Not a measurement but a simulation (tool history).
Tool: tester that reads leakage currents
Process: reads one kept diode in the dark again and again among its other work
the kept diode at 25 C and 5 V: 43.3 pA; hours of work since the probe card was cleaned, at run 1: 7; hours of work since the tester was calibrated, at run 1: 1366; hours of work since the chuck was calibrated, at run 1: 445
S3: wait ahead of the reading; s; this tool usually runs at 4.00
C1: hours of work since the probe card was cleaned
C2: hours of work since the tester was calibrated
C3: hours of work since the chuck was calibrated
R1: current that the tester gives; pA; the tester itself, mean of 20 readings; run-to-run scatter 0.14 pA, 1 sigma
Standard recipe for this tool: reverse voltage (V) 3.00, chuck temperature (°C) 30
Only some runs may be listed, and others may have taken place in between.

run 1 hour=0.0 | reverse_voltage_(V)=3.00 chuck_temperature_(°C)=30 S3=4.00 | C1=7 C2=1366 C3=445 | R1=52.08
run 2 hour=86.9 | reverse_voltage_(V)=3.00 chuck_temperature_(°C)=30 S3=4.00 | C1=68 C2=1427 C3=506 | R1=51.98
run 3 hour=150.3 | reverse_voltage_(V)=3.00 chuck_temperature_(°C)=30 S3=4.01 | C1=112 C2=1471 C3=550 | R1=51.93
run 4 hour=208.2 | reverse_voltage_(V)=3.00 chuck_temperature_(°C)=30 S3=4.01 | C1=153 C2=1512 C3=591 | R1=51.84
run 5 hour=290.1 | reverse_voltage_(V)=3.00 chuck_temperature_(°C)=30 S3=4.01 | C1=210 C2=1569 C3=648 | R1=51.78
run 6 hour=360.8 | reverse_voltage_(V)=3.00 chuck_temperature_(°C)=30 S3=4.01 | C1=259 C2=1619 C3=697 | R1=51.86
run 7 hour=439.9 | reverse_voltage_(V)=5.44 chuck_temperature_(°C)=38 S3=0.37 | C1=315 C2=1674 C3=753 | R1=122.63
run 8 hour=502.8 | reverse_voltage_(V)=5.44 chuck_temperature_(°C)=38 S3=0.37 | C1=358 C2=1718 C3=797 | R1=122.78
run 9 hour=610.4 | reverse_voltage_(V)=1.83 chuck_temperature_(°C)=45 S3=0.35 | C1=434 C2=1793 C3=872 | R1=132.09
run 10 hour=696.8 | reverse_voltage_(V)=17.08 chuck_temperature_(°C)=20 S3=1.30 | C1=494 C2=1853 C3=932 | R1=47.64
run 11 hour=744.9 | reverse_voltage_(V)=17.08 chuck_temperature_(°C)=20 S3=1.30 | C1=528 C2=1887 C3=966 | R1=47.85

Alternative continuations, all from the tool just after run 11; predict every row:
run A hour=837.5 | reverse_voltage_(V)=3.00 chuck_temperature_(°C)=33 S3=3.73 | C1=592 C2=1952 C3=1031 | R1=?
run B hour=837.5 | reverse_voltage_(V)=9.10 chuck_temperature_(°C)=30 S3=0.83 | C1=592 C2=1952 C3=1031 | R1=?
run C hour=837.5 | reverse_voltage_(V)=2.86 chuck_temperature_(°C)=30 S3=1.10 | C1=592 C2=1952 C3=1031 | R1=?
run D hour=837.5 | reverse_voltage_(V)=1.43 chuck_temperature_(°C)=51 S3=7.40 | C1=592 C2=1952 C3=1031 | R1=?

run=A R1=64.82
run=B R1=80.50
run=C R1=50.47
run=D R1=183.45
Take away the tool's hidden state, keep each run's random variation, and the runs would have read:
run=A R1=67.76
run=B R1=83.12
run=C R1=52.70
run=D R1=191.90
